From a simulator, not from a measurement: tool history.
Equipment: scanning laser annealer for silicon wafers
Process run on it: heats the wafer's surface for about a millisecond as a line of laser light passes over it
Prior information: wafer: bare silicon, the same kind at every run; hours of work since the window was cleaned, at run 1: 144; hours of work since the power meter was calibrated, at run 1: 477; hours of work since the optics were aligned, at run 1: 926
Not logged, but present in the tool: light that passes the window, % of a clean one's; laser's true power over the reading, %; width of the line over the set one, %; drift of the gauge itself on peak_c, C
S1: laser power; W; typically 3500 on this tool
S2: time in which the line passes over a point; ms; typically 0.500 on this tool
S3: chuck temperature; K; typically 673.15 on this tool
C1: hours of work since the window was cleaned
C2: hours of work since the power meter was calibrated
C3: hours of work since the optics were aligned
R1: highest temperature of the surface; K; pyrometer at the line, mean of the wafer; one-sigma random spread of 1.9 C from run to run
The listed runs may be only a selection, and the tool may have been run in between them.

Run 1, hour 0.0: usual settings; C1 144; C2 477; C3 926. Result: R1 1512.15 K.
Run 2, hour 17.9: usual settings but S2 0.355 ms; C1 155; C2 488; C3 937. Result: R1 1403.15 K.
Run 3, hour 26.7: usual settings but S2 0.554 ms; C1 160; C2 494; C3 942. Result: R1 1553.15 K.
Run 4, hour 42.4: usual settings but S3 682.15 K; C1 170; C2 503; C3 952. Result: R1 1525.15 K.
Run 5, hour 53.7: usual settings; C1 176; C2 510; C3 959. Result: R1 1514.15 K.
Run 6, hour 67.5: usual settings; C1 185; C2 519; C3 967. Result: R1 1513.15 K.
Run 7, hour 83.8: usual settings; C1 195; C2 529; C3 977. Result: R1 1515.15 K.
Run 8, hour 92.2: usual settings but S2 0.574 ms, S3 675.15 K; C1 200; C2 534; C3 983. Result: R1 1566.15 K.
Run 9, hour 103.9: usual settings but S2 0.574 ms, S3 675.15 K; C1 207; C2 541; C3 990. Result: R1 1565.15 K.
Run 10, hour 118.2: usual settings but S1 3506 W, S3 633.15 K; C1 216; C2 550; C3 998. Result: R1 1477.15 K.

Estimate the outcome of run 11 from the log above:
Run 11, hour 127.7: usual settings but S1 3506 W, S3 633.15 K; C1 222; C2 556; C3 1004. Result: R1 ?.

Logged for run 11: R1 1475.15 K.
With no hidden state in the tool, this same run would have given R1 1476.15 K.
